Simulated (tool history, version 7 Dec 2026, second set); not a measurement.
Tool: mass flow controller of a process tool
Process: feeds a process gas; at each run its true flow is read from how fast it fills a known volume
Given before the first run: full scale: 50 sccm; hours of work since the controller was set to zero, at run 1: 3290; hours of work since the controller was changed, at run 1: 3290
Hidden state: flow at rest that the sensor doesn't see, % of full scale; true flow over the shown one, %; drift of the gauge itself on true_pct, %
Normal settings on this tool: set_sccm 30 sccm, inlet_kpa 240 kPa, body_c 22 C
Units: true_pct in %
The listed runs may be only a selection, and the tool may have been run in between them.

run	hour	set_sccm	inlet_kpa	body_c	hours of work since the controller was set to zero	hours of work since the controller was changed	true_pct
1	0	30	240	22	3290	3290	101.09
2	87.4	30	240	22	3339	3339	100.99
3	205.6	30	240	22	3405	3405	101.14
4	294.2	30	240	22	3454	3454	101.16
5	379.2	30	169	22	3502	3502	101.61
6	456.3	14	240	22	3545	3545	101.47
7	544.3	30	167	22	3595	3595	101.79
8	665.7	30	167	22	3663	3663	101.9
9	803.9	30	167	22	3740	3740	101.95
10	918.5	30	167	22	3804	3804	101.98
11	1055.8	30	167	22	3881	3881	102.03
12	1138.5	30	240	27	3927	3927	101.88
13	1288.5	30	240	23	4011	4011	101.62
14	1384	30	240	23	4065	4065	101.67
15	1477.6	30	240	22	4117	4117	101.5
16	1605.2	30	240	22	4189	4189	101.61
17	1737	30	240	22	4262	4262	101.88
18	1837.4	30	203	22	4319	4319	101.99
19	1970.7	30	203	22	4393	4393	102.11
20	2079.4	30	203	22	4454	4454	102.15
21	2205.6	30	203	22	4525	4525	102.22
22	2313.9	30	203	30	4586	4586	102.9
23	2405.9	30	240	32	4637	4637	102.83
24	2513	30	240	22	4697	4697	102.01
25	2620.5	30	240	22	4757	4757	102.03
26	2766.5	30	240	22	4839	4839	102.15
27	2882	25	223	22	4904	4904	102.31
28	2970.9	7	244	22	4953	4953	104.6
29	3093.5	28	240	38	5022	5022	103.65
30	3201.8	30	155	22	5083	5083	103.01
31	3346.1	6	224	30	5163	5163	106.42
32	3464.2	6	226	33	5230	5230	106.82
33	3560.9	45	226	39	5284	5284	104.31
34	3668.7	30	240	27	5344	5344	102.98
35	3739.2	30	240	27	5384	5384	103
36	3848.6	6	240	27	5445	5445	106.42
37	3968.1	6	240	27	5512	5512	106.53
38	4059.6	6	269	22	5563	5563	105.93
39	4186	30	255	31	5634	5634	103.34
40	4274	30	255	31	5683	5683	103.37
41	4411.2	9	208	28	5760	5760	105.46
42	4527	30	207	32	5825	5825	103.97
# hour 4662.6: controller's zero set anew
43	4662.9	7	267	38	0	5901	102.34
44	4795.8	30	174	22	75	5975	102.18
45	4887.2	14	241	24	126	6026	101.59
46	4976.7	6	175	20	176	6076	101.6
47	5081.6	6	175	20	235	6135	101.75
48	5233.8	6	175	20	320	6220	101.88

3 ways to go on from here, each from the tool as it stands after run 48. What would each give?
A	5362.4	30	187	26	392	6292	?
B	5362.4	21	175	29	392	6292	?
C	5362.4	34	178	31	392	6292	?

run	true_pct
A	102.83
B	102.83
C	103.37
The same runs, with their run-to-run variation unchanged, on a tool lacking any hidden condition would have given:
run	true_pct
A	99.5
B	99.44
C	100.05
